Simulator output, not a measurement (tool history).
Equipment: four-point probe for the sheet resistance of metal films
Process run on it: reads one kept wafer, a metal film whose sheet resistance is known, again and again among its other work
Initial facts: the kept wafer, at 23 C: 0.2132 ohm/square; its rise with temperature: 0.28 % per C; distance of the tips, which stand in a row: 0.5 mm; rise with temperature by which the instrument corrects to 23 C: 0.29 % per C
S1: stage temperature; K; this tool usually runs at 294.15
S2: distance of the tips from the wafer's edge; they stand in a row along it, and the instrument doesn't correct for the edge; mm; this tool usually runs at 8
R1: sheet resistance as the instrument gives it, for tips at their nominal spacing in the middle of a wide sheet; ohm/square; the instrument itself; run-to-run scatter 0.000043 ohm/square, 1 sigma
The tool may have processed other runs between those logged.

{"run": 1, "hour": 0.0, "S1": 294.15, "S2": 8, "R1": 0.213477}
{"run": 2, "hour": 70.9, "S1": 294.15, "S2": 8, "R1": 0.213507}
{"run": 3, "hour": 121.8, "S1": 294.15, "S2": 8, "R1": 0.213475}
{"run": 4, "hour": 178.0, "S1": 294.15, "S2": 8, "R1": 0.213461}
{"run": 5, "hour": 212.0, "S1": 294.15, "S2": 8, "R1": 0.213353}
{"run": 6, "hour": 282.3, "S1": 294.15, "S2": 8, "R1": 0.213375}
{"run": 7, "hour": 335.2, "S1": 294.15, "S2": 6, "R1": 0.21365}
{"run": 8, "hour": 383.7, "S1": 294.15, "S2": 6, "R1": 0.213679}
{"run": 9, "hour": 448.4, "S1": 297.15, "S2": 6, "R1": 0.213575}
{"run": 10, "hour": 528.9, "S1": 294.15, "S2": 8, "R1": 0.213232}
{"run": 11, "hour": 576.0, "S1": 294.15, "S2": 8, "R1": 0.213259}
{"run": 12, "hour": 641.9, "S1": 294.15, "S2": 8, "R1": 0.213226}
{"run": 13, "hour": 704.0, "S1": 294.15, "S2": 8, "R1": 0.213169}
{"run": 14, "hour": 786.8, "S1": 294.15, "S2": 8, "R1": 0.213072}
{"run": 15, "hour": 858.4, "S1": 294.15, "S2": 8, "R1": 0.213099}
{"run": 16, "hour": 916.2, "S1": 294.15, "S2": 8, "R1": 0.213037}
{"run": 17, "hour": 963.2, "S1": 294.15, "S2": 8, "R1": 0.212998}
{"run": 18, "hour": 1005.9, "S1": 294.15, "S2": 8, "R1": 0.213026}
{"run": 19, "hour": 1060.0, "S1": 294.15, "S2": 8, "R1": 0.21294}
{"run": 20, "hour": 1129.8, "S1": 303.15, "S2": 8, "R1": 0.212727}
{"run": 21, "hour": 1174.0, "S1": 303.15, "S2": 8, "R1": 0.212632}
{"run": 22, "hour": 1248.2, "S1": 303.15, "S2": 8, "R1": 0.212629}
{"run": 23, "hour": 1294.9, "S1": 303.15, "S2": 8, "R1": 0.212492}
{"run": 24, "hour": 1368.1, "S1": 303.15, "S2": 8, "R1": 0.212478}
{"hour": 1408.8, "done": "new probe head fitted"}
{"run": 25, "hour": 1433.5, "S1": 294.15, "S2": 58, "R1": 0.21287}
{"run": 26, "hour": 1473.9, "S1": 294.15, "S2": 58, "R1": 0.212788}
{"run": 27, "hour": 1533.0, "S1": 294.15, "S2": 58, "R1": 0.212825}
{"hour": 1544.9, "done": "stage's thermometer calibrated"}
{"run": 28, "hour": 1607.5, "S1": 296.15, "S2": 5, "R1": 0.213703}
{"run": 29, "hour": 1682.0, "S1": 294.15, "S2": 28, "R1": 0.212705}
{"run": 30, "hour": 1757.6, "S1": 294.15, "S2": 28, "R1": 0.212658}
{"run": 31, "hour": 1834.4, "S1": 300.15, "S2": 14, "R1": 0.212454}
{"run": 32, "hour": 1877.4, "S1": 296.15, "S2": 13, "R1": 0.212656}
{"run": 33, "hour": 1925.0, "S1": 296.15, "S2": 13, "R1": 0.212639}
{"run": 34, "hour": 1960.5, "S1": 296.15, "S2": 9, "R1": 0.212792}
{"run": 35, "hour": 2041.5, "S1": 292.15, "S2": 13, "R1": 0.212664}
{"run": 36, "hour": 2114.4, "S1": 301.15, "S2": 8, "R1": 0.212525}
{"run": 37, "hour": 2160.3, "S1": 293.15, "S2": 22, "R1": 0.212445}
{"run": 38, "hour": 2239.5, "S1": 294.15, "S2": 4, "R1": 0.214103}
{"run": 39, "hour": 2282.7, "S1": 294.15, "S2": 4, "R1": 0.21411}
{"run": 40, "hour": 2320.4, "S1": 305.15, "S2": 54, "R1": 0.211852}
{"run": 41, "hour": 2364.8, "S1": 305.15, "S2": 54, "R1": 0.211964}
{"run": 42, "hour": 2406.1, "S1": 301.15, "S2": 8, "R1": 0.21238}
{"run": 43, "hour": 2461.2, "S1": 292.15, "S2": 8, "R1": 0.212686}
{"run": 44, "hour": 2533.8, "S1": 292.15, "S2": 8, "R1": 0.212643}
{"run": 45, "hour": 2613.5, "S1": 294.15, "S2": 19, "R1": 0.212202}

Consider 4 possible next runs. They are alternatives, not a sequence: every one starts from the tool as it was left by run 45. What does each give?
{"run": "A", "hour": 2674.2, "S1": 292.15, "S2": 34, "R1": "?"}
{"run": "B", "hour": 2674.2, "S1": 296.15, "S2": 4, "R1": "?"}
{"run": "C", "hour": 2674.2, "S1": 298.15, "S2": 47, "R1": "?"}
{"run": "D", "hour": 2674.2, "S1": 294.15, "S2": 4, "R1": "?"}

run=A R1=0.212236
run=B R1=0.213769
run=C R1=0.211885
run=D R1=0.213913
Without the tool's unlogged condition, the same runs would have read:
run=A R1=0.213421
run=B R1=0.214962
run=C R1=0.213070
run=D R1=0.215107
